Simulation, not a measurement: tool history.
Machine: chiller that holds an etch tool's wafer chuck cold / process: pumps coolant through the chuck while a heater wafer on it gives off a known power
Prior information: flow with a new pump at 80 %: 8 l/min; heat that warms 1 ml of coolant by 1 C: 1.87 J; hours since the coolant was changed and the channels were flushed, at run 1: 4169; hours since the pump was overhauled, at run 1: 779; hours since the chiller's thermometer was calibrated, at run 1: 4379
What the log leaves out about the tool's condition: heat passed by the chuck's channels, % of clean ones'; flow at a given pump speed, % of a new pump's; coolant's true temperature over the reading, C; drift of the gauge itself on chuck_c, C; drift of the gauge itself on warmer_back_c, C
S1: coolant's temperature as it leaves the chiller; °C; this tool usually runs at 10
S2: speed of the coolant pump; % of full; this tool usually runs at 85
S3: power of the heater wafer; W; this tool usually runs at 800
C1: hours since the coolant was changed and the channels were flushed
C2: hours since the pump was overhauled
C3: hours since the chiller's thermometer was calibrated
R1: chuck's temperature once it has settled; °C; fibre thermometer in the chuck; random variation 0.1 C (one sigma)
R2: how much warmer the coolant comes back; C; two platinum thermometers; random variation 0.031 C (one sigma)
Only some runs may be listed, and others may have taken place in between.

{"run": 1, "hour": 0.0, "S1": 10, "S2": 85, "S3": 800, "C1": 4169, "C2": 779, "C3": 4379, "R1": 16.5, "R2": 3.01}
{"run": 2, "hour": 39.2, "S1": 10, "S2": 85, "S3": 800, "C1": 4208, "C2": 819, "C3": 4419, "R1": 16.5, "R2": 3.07}
{"run": 3, "hour": 77.6, "S1": 10, "S2": 85, "S3": 800, "C1": 4247, "C2": 857, "C3": 4457, "R1": 16.6, "R2": 3.07}
{"run": 4, "hour": 102.4, "S1": 10, "S2": 79, "S3": 800, "C1": 4272, "C2": 882, "C3": 4482, "R1": 16.9, "R2": 3.3}
{"run": 5, "hour": 147.9, "S1": 10, "S2": 79, "S3": 800, "C1": 4317, "C2": 927, "C3": 4527, "R1": 16.9, "R2": 3.24}
{"run": 6, "hour": 187.8, "S1": 10, "S2": 79, "S3": 800, "C1": 4357, "C2": 967, "C3": 4567, "R1": 17.0, "R2": 3.3}
{"run": 7, "hour": 208.1, "S1": 10, "S2": 85, "S3": 800, "C1": 4377, "C2": 988, "C3": 4587, "R1": 16.7, "R2": 3.1}
{"run": 8, "hour": 250.0, "S1": 10, "S2": 83, "S3": 800, "C1": 4419, "C2": 1029, "C3": 4629, "R1": 16.7, "R2": 3.11}
{"run": 9, "hour": 274.4, "S1": 10, "S2": 83, "S3": 800, "C1": 4444, "C2": 1054, "C3": 4654, "R1": 16.7, "R2": 3.19}
{"run": 10, "hour": 311.5, "S1": 10, "S2": 85, "S3": 800, "C1": 4481, "C2": 1091, "C3": 4691, "R1": 16.6, "R2": 3.15}
{"run": 11, "hour": 356.3, "S1": 10, "S2": 85, "S3": 800, "C1": 4526, "C2": 1136, "C3": 4736, "R1": 16.6, "R2": 3.03}
{"run": 12, "hour": 388.1, "S1": 10, "S2": 85, "S3": 800, "C1": 4557, "C2": 1168, "C3": 4767, "R1": 16.5, "R2": 3.06}
{"run": 13, "hour": 412.5, "S1": 10, "S2": 85, "S3": 703, "C1": 4582, "C2": 1192, "C3": 4792, "R1": 15.8, "R2": 2.72}
{"run": 14, "hour": 454.8, "S1": 10, "S2": 85, "S3": 703, "C1": 4624, "C2": 1234, "C3": 4834, "R1": 15.9, "R2": 2.75}
{"run": 15, "hour": 499.7, "S1": 10, "S2": 85, "S3": 639, "C1": 4669, "C2": 1279, "C3": 4879, "R1": 15.0, "R2": 2.5}
{"run": 16, "hour": 539.0, "S1": 11, "S2": 85, "S3": 800, "C1": 4708, "C2": 1318, "C3": 4918, "R1": 17.6, "R2": 3.07}
{"hour": 547.4, "done": "coolant pump overhauled"}
{"run": 17, "hour": 589.2, "S1": 11, "S2": 85, "S3": 800, "C1": 4753, "C2": 42, "C3": 4963, "R1": 17.6, "R2": 3.16}
{"run": 18, "hour": 634.4, "S1": 16, "S2": 85, "S3": 715, "C1": 4799, "C2": 87, "C3": 5009, "R1": 21.8, "R2": 2.78}
{"run": 19, "hour": 666.2, "S1": 19, "S2": 80, "S3": 550, "C1": 4830, "C2": 119, "C3": 5040, "R1": 23.9, "R2": 2.28}
{"run": 20, "hour": 702.2, "S1": 10, "S2": 86, "S3": 564, "C1": 4866, "C2": 155, "C3": 5076, "R1": 14.5, "R2": 2.19}
{"run": 21, "hour": 724.4, "S1": 6, "S2": 82, "S3": 479, "C1": 4889, "C2": 177, "C3": 5099, "R1": 9.9, "R2": 1.95}
{"run": 22, "hour": 763.6, "S1": 10, "S2": 77, "S3": 572, "C1": 4928, "C2": 216, "C3": 5138, "R1": 15.1, "R2": 2.5}
{"run": 23, "hour": 786.9, "S1": 14, "S2": 87, "S3": 429, "C1": 4951, "C2": 239, "C3": 5161, "R1": 17.2, "R2": 1.63}
{"run": 24, "hour": 825.9, "S1": 15, "S2": 96, "S3": 715, "C1": 4990, "C2": 278, "C3": 5200, "R1": 20.4, "R2": 2.51}
{"hour": 845.7, "done": "coolant pump overhauled, once more"}
{"run": 25, "hour": 868.8, "S1": 8, "S2": 80, "S3": 800, "C1": 5028, "C2": 23, "C3": 5238, "R1": 14.7, "R2": 3.2}
{"run": 26, "hour": 910.1, "S1": 20, "S2": 85, "S3": 800, "C1": 5069, "C2": 64, "C3": 5279, "R1": 26.4, "R2": 3.02}
{"run": 27, "hour": 942.9, "S1": 4, "S2": 62, "S3": 800, "C1": 5102, "C2": 97, "C3": 5312, "R1": 12.6, "R2": 4.14}
{"run": 28, "hour": 966.5, "S1": 14, "S2": 85, "S3": 800, "C1": 5126, "C2": 121, "C3": 5336, "R1": 20.4, "R2": 3.02}
{"run": 29, "hour": 996.8, "S1": 16, "S2": 70, "S3": 612, "C1": 5156, "C2": 151, "C3": 5366, "R1": 21.7, "R2": 2.8}
{"run": 30, "hour": 1044.3, "S1": 16, "S2": 70, "S3": 612, "C1": 5204, "C2": 199, "C3": 5414, "R1": 21.8, "R2": 2.77}
{"run": 31, "hour": 1073.7, "S1": 16, "S2": 70, "S3": 612, "C1": 5233, "C2": 228, "C3": 5443, "R1": 21.8, "R2": 2.78}
{"run": 32, "hour": 1112.0, "S1": 16, "S2": 70, "S3": 612, "C1": 5271, "C2": 266, "C3": 5481, "R1": 21.8, "R2": 2.82}
{"run": 33, "hour": 1142.4, "S1": 3, "S2": 90, "S3": 953, "C1": 5302, "C2": 297, "C3": 5512, "R1": 10.4, "R2": 3.42}

Hidden state or all else? Some run-to-run changes of R2, split into what the settings, what came in and random variation would give without the hidden state, and what is left for the hidden state (with any gauge scatter that isn't in both results):
Run 16 -> 17: coolant pump overhauled. R2 +0.09 C: hidden state +0.05, all else +0.04.
Run 18 -> 19: S1 16 -> 19, S2 85 -> 80, S3 715 -> 550. R2 -0.50 C: hidden state -0.03, all else -0.47.
Run 23 -> 24: S1 14 -> 15, S2 87 -> 96, S3 429 -> 715. R2 +0.88 C: hidden state +0.03, all else +0.85.
Run 24 -> 25: S1 15 -> 8, S2 96 -> 80, S3 715 -> 800, coolant pump overhauled, once more. R2 +0.69 C: hidden state -0.12, all else +0.81.
Run 26 -> 27: S1 20 -> 4, S2 85 -> 62. R2 +1.12 C: hidden state -0.01, all else +1.13.
Run 27 -> 28: S1 4 -> 14, S2 62 -> 85. R2 -1.12 C: hidden state +0.02, all else -1.14.

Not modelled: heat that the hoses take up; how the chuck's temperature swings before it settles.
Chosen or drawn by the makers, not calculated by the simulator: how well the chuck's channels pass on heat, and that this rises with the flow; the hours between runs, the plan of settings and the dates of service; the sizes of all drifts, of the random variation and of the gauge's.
